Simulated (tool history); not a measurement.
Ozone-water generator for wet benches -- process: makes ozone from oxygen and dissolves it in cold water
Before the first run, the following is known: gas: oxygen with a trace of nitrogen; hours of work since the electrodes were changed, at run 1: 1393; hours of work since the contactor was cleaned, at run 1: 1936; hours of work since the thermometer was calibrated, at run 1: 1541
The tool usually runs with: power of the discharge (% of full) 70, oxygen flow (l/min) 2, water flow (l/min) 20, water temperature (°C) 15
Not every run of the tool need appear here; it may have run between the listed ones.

| run | day | power of the discharge (% of full) | oxygen flow (l/min) | water flow (l/min) | water temperature (°C) | hours of work since the electrodes were changed | hours of work since the contactor was cleaned | hours of work since the thermometer was calibrated | dissolved ozone (ppm) | ozone in the gas ahead of the water (g/m3) |
|---|---|---|---|---|---|---|---|---|---|---|
| 1 | 0 | 70 | 2 | 20 | 15 | 1393 | 1936 | 1541 | 8.27 | 172.4 |
| 2 | 2.396 | 70 | 2 | 20 | 15 | 1430 | 1973 | 1578 | 8.01 | 171 |
| 3 | 4.308 | 70 | 2 | 20 | 15 | 1459 | 2002 | 1607 | 8.11 | 172.2 |
| 4 | 5.846 | 70 | 2 | 20 | 15 | 1482 | 2025 | 1630 | 7.93 | 173 |
| 5 | 8.067 | 70 | 2 | 20 | 15 | 1516 | 2059 | 1664 | 8.06 | 171.9 |
| 6 | 10.275 | 70 | 2 | 20 | 15 | 1550 | 2093 | 1698 | 8.06 | 171.3 |
| 7 | 11.779 | 70 | 2 | 20 | 15 | 1573 | 2116 | 1721 | 7.95 | 171.6 |
| 8 | 14.071 | 70 | 2 | 20 | 15 | 1608 | 2151 | 1756 | 8.01 | 170.9 |
| 9 | 15.921 | 70 | 2.98 | 20 | 15 | 1636 | 2179 | 1784 | 8.77 | 139 |
| 10 | 17.708 | 70 | 2 | 20 | 15 | 1663 | 2207 | 1812 | 8.06 | 171.2 |
|  | 18.096 | contactor cleaned |
| 11 | 19.058 | 70 | 2 | 20 | 15 | 1682 | 15 | 1830 | 7.83 | 171.9 |
| 12 | 21.454 | 70 | 2 | 20 | 15 | 1718 | 51 | 1866 | 7.81 | 173.1 |
| 13 | 23.783 | 85 | 2 | 20 | 15 | 1754 | 87 | 1902 | 9.41 | 202.4 |
|  | 25.525 | contactor cleaned, once more |
| 14 | 25.525 | 70 | 1.09 | 18 | 15 | 1778 | 0 | 1926 | 7.67 | 232.4 |
| 15 | 27.704 | 70 | 2.49 | 15 | 15 | 1811 | 33 | 1959 | 11.5 | 152.5 |
| 16 | 29.288 | 70 | 2.49 | 15 | 15 | 1835 | 57 | 1983 | 11.71 | 151.6 |
| 17 | 30.6 | 48 | 1.71 | 13 | 15 | 1855 | 78 | 2003 | 9.33 | 135.1 |
| 18 | 32.279 | 94 | 1.71 | 14 | 15 | 1881 | 103 | 2029 | 14.86 | 238.4 |
| 19 | 34.054 | 73 | 2.43 | 27 | 7 | 1908 | 130 | 2056 | 6.52 | 160.5 |
| 20 | 36.396 | 70 | 1.49 | 20 | 21 | 1944 | 166 | 2092 | 7.09 | 198.4 |
| 21 | 37.425 | 73 | 3.22 | 20 | 15 | 1959 | 182 | 2108 | 9.46 | 137.2 |
| 22 | 39.192 | 94 | 2 | 31 | 13 | 1986 | 209 | 2135 | 6.43 | 220 |
| 23 | 41.412 | 79 | 1.71 | 15 | 9 | 2020 | 243 | 2169 | 12.47 | 205.8 |
| 24 | 42.546 | 70 | 2 | 14 | 15 | 2038 | 260 | 2186 | 12 | 170.2 |
| 25 | 44.304 | 84 | 2 | 20 | 15 | 2065 | 287 | 2213 | 9.28 | 198.8 |
| 26 | 46.242 | 42 | 2 | 13 | 15 | 2094 | 316 | 2242 | 8.25 | 110 |

What if the next run were any one of these 3? Each begins from the tool's condition after run 26:
| A | 47.817 | 97 | 2.02 | 13 | 23 | 2118 | 340 | 2266 | ? | ? |
| B | 47.817 | 70 | 2.27 | 20 | 15 | 2118 | 340 | 2266 | ? | ? |
| C | 47.817 | 42 | 2 | 13 | 20 | 2118 | 340 | 2266 | ? | ? |

| run | dissolved ozone (ppm) | ozone in the gas ahead of the water (g/m3) |
|---|---|---|
| A | 15.63 | 220.5 |
| B | 8.27 | 159.4 |
| C | 8.01 | 111.2 |
Had the tool no hidden state, the same runs would have come out as:
| run | dissolved ozone (ppm) | ozone in the gas ahead of the water (g/m3) |
|---|---|---|
| A | 16.37 | 229.7 |
| B | 8.59 | 164.6 |
| C | 8.19 | 113.2 |
